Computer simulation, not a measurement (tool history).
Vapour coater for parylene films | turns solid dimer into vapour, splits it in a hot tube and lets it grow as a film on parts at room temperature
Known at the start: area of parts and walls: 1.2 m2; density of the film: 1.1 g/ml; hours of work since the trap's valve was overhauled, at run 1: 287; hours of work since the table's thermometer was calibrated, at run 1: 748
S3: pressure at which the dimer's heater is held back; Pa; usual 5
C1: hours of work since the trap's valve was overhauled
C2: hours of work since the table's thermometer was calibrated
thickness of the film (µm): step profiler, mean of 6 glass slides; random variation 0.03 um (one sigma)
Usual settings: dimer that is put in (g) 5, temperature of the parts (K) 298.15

Run 1, hour 0: usual settings; C1 287; C2 748. Result: thickness of the film (µm) 2.58.
Run 2, hour 24.7: usual settings; C1 305; C2 765. Result: thickness of the film (µm) 2.59.
Run 3, hour 40.2: usual settings; C1 316; C2 776. Result: thickness of the film (µm) 2.59.
Run 4, hour 52.4: usual settings; C1 325; C2 785. Result: thickness of the film (µm) 2.57.
Run 5, hour 78.6: usual settings; C1 343; C2 803. Result: thickness of the film (µm) 2.52.
Run 6, hour 100.2: usual settings; C1 358; C2 819. Result: thickness of the film (µm) 2.54.
Run 7, hour 113: usual settings; C1 367; C2 828. Result: thickness of the film (µm) 2.51.
Run 8, hour 124.9: usual settings but temperature of the parts (K) 293.15; C1 376; C2 836. Result: thickness of the film (µm) 2.97.
Run 9, hour 150.2: usual settings; C1 394; C2 854. Result: thickness of the film (µm) 2.54.
Run 10, hour 174.3: usual settings; C1 411; C2 871. Result: thickness of the film (µm) 2.52.
At hour 179.5: trap's valve overhauled.
Run 11, hour 195.3: usual settings but temperature of the parts (K) 302.15; C1 11; C2 883. Result: thickness of the film (µm) 2.13.
Run 12, hour 206.6: usual settings but temperature of the parts (K) 302.15; C1 19; C2 891. Result: thickness of the film (µm) 2.05.
Run 13, hour 222.3: usual settings but temperature of the parts (K) 302.15, S3 2.72 Pa; C1 30; C2 902. Result: thickness of the film (µm) 2.2.
Run 14, hour 235.6: usual settings but temperature of the parts (K) 302.15, S3 2.34 Pa; C1 40; C2 912. Result: thickness of the film (µm) 2.22.
At hour 244.2: trap's valve overhauled, once more.
Run 15, hour 256.1: usual settings but dimer that is put in (g) 3, temperature of the parts (K) 302.15, S3 2.28 Pa; C1 8; C2 923. Result: thickness of the film (µm) 1.6.
Run 16, hour 269.4: usual settings but temperature of the parts (K) 300.15; C1 18; C2 933. Result: thickness of the film (µm) 2.61.
Run 17, hour 284.1: usual settings but temperature of the parts (K) 300.15; C1 28; C2 943. Result: thickness of the film (µm) 2.56.
Run 18, hour 308.5: usual settings but temperature of the parts (K) 300.15; C1 46; C2 960. Result: thickness of the film (µm) 2.58.
Run 19, hour 328.5: usual settings but dimer that is put in (g) 7, temperature of the parts (K) 295.15, S3 10.76 Pa; C1 60; C2 975. Result: thickness of the film (µm) 3.84.
Run 20, hour 349: usual settings but dimer that is put in (g) 3, temperature of the parts (K) 306.15, S3 8.02 Pa; C1 74; C2 989. Result: thickness of the film (µm) 1.2.
Run 21, hour 368: usual settings but dimer that is put in (g) 3, temperature of the parts (K) 292.15, S3 2.26 Pa; C1 88; C2 1003. Result: thickness of the film (µm) 2.17.
Run 22, hour 387.6: usual settings but dimer that is put in (g) 3, temperature of the parts (K) 292.15, S3 2.26 Pa; C1 102; C2 1016. Result: thickness of the film (µm) 2.15.
Run 23, hour 405.6: usual settings but dimer that is put in (g) 7, temperature of the parts (K) 292.15, S3 2.26 Pa; C1 114; C2 1029. Result: thickness of the film (µm) 5.01.
Run 24, hour 427.1: usual settings but dimer that is put in (g) 7, temperature of the parts (K) 292.15, S3 2.26 Pa; C1 130; C2 1044. Result: thickness of the film (µm) 4.96.

The same runs without the tool's hidden state, with the same run-to-run variation:
The hidden state here: vapour lost through the trap's worn valve, %; true temperature of the parts over the reading, C; drift of the gauge itself on film_um, %.
run  thickness of the film (µm)
  1                        2.82
  2                        2.84
  3                        2.85
  4                        2.84
  5                         2.8
  6                        2.83
  7                        2.81
  8                        3.33
  9                        2.86
 10                        2.85
 11                        2.53
 12                        2.46
 13                        2.64
 14                        2.67
 15                        1.63
 16                        2.66
 17                        2.62
 18                        2.65
 19                        3.96
 20                        1.24
 21                        2.23
 22                        2.22
 23                        5.19
 24                        5.16

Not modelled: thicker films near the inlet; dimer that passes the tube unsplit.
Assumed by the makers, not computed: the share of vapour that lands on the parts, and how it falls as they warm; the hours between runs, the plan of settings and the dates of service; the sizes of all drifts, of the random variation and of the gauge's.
